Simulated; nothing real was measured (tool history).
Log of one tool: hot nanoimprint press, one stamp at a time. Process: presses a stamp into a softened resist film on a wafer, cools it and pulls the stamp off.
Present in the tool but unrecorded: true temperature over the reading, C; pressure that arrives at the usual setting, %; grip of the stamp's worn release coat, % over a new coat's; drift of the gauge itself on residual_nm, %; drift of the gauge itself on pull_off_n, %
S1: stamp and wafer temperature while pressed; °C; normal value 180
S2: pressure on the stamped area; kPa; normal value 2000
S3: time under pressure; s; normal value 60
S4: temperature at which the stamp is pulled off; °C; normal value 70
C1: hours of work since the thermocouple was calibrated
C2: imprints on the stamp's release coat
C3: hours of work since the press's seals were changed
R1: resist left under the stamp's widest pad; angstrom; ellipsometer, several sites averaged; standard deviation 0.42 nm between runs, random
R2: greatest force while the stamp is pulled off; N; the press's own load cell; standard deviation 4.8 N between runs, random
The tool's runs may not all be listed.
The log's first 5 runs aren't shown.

Run 6, hour 130.3: usual settings; C1 35; C2 209; C3 579. Result: R1 893 angstrom, R2 231 N.
Run 7, hour 157.6: usual settings but S1 171 °C; C1 57; C2 300; C3 601. Result: R1 1308 angstrom, R2 236 N.
Run 8, hour 189.8: usual settings but S1 171 °C, S4 65 °C; C1 83; C2 409; C3 627. Result: R1 1302 angstrom, R2 252 N.
Run 9, hour 204.4: usual settings but S1 171 °C, S4 65 °C; C1 94; C2 458; C3 638. Result: R1 1303 angstrom, R2 254 N.
Run 10, hour 234.4: usual settings; C1 118; C2 559; C3 662. Result: R1 890 angstrom, R2 240 N.
At hour 248.6: press's hydraulic seals changed and the load cell set to zero.
Run 11, hour 278.3: usual settings; C1 147; C2 680; C3 24. Result: R1 895 angstrom, R2 237 N.
Run 12, hour 304.6: usual settings but S4 64 °C; C1 168; C2 769; C3 45. Result: R1 896 angstrom, R2 261 N.
Run 13, hour 334.3: usual settings but S4 72 °C; C1 191; C2 869; C3 68. Result: R1 891 angstrom, R2 218 N.
Run 14, hour 352.1: usual settings but S1 173 °C; C1 205; C2 929; C3 82. Result: R1 1196 angstrom, R2 232 N.
Run 15, hour 385.6: usual settings but S2 1400 kPa; C1 232; C2 1041; C3 109. Result: R1 1066 angstrom, R2 235 N.
Run 16, hour 409.6: usual settings but S2 1400 kPa; C1 251; C2 1122; C3 128. Result: R1 1060 angstrom, R2 235 N.
Run 17, hour 445.1: usual settings but S2 1400 kPa; C1 279; C2 1242; C3 156. Result: R1 1052 angstrom, R2 233 N.
Run 18, hour 470.1: usual settings but S2 1400 kPa; C1 299; C2 1326; C3 176. Result: R1 1052 angstrom, R2 229 N.
Run 19, hour 502.4: usual settings but S1 190 °C, S2 2740 kPa; C1 325; C2 1435; C3 202. Result: R1 503 angstrom, R2 233 N.
Run 20, hour 520.8: usual settings but S3 44 s; C1 340; C2 1497; C3 217. Result: R1 995 angstrom, R2 243 N.
Run 21, hour 537.9: usual settings but S3 44 s; C1 353; C2 1554; C3 230. Result: R1 1002 angstrom, R2 235 N.
Run 22, hour 560.6: usual settings but S1 171 °C, S3 44 s; C1 371; C2 1631; C3 248. Result: R1 1433 angstrom, R2 231 N.
At hour 570.9: stamp cleaned and given a new release coat.
Run 23, hour 583.6: usual settings but S1 171 °C, S3 44 s; C1 385; C2 43; C3 262. Result: R1 1434 angstrom, R2 230 N.
At hour 607.7: plate thermocouple calibrated.
Run 24, hour 610.5: usual settings but S1 175 °C, S2 1620 kPa, S3 115 s, S4 72 °C; C1 2; C2 124; C3 281. Result: R1 931 angstrom, R2 226 N.
Run 25, hour 637.5: usual settings but S1 176 °C, S2 1610 kPa, S3 115 s, S4 72 °C; C1 24; C2 215; C3 302. Result: R1 894 angstrom, R2 224 N.
Run 26, hour 656.5: usual settings but S1 173 °C, S2 1610 kPa, S3 115 s, S4 56 °C; C1 39; C2 279; C3 317. Result: R1 1018 angstrom, R2 316 N.
Run 27, hour 680.4: usual settings but S1 178 °C, S4 62 °C; C1 58; C2 359; C3 336. Result: R1 965 angstrom, R2 284 N.
Run 28, hour 715.8: usual settings but S1 190 °C, S2 1670 kPa, S3 40 s; C1 86; C2 478; C3 365. Result: R1 775 angstrom, R2 234 N.

Estimate the outcome of run 29 from the log above:
Run 29, hour 746.1: usual settings but S2 2330 kPa, S3 35 s, S4 73 °C; C1 110; C2 580; C3 389. Result: R1 ?, R2 ?.

{"run 29": {"R1": 1010, "R2": 217}}
With the hidden condition absent and the run-to-run variation left alone, this run would have shown R1 1034 angstrom, R2 216 N.
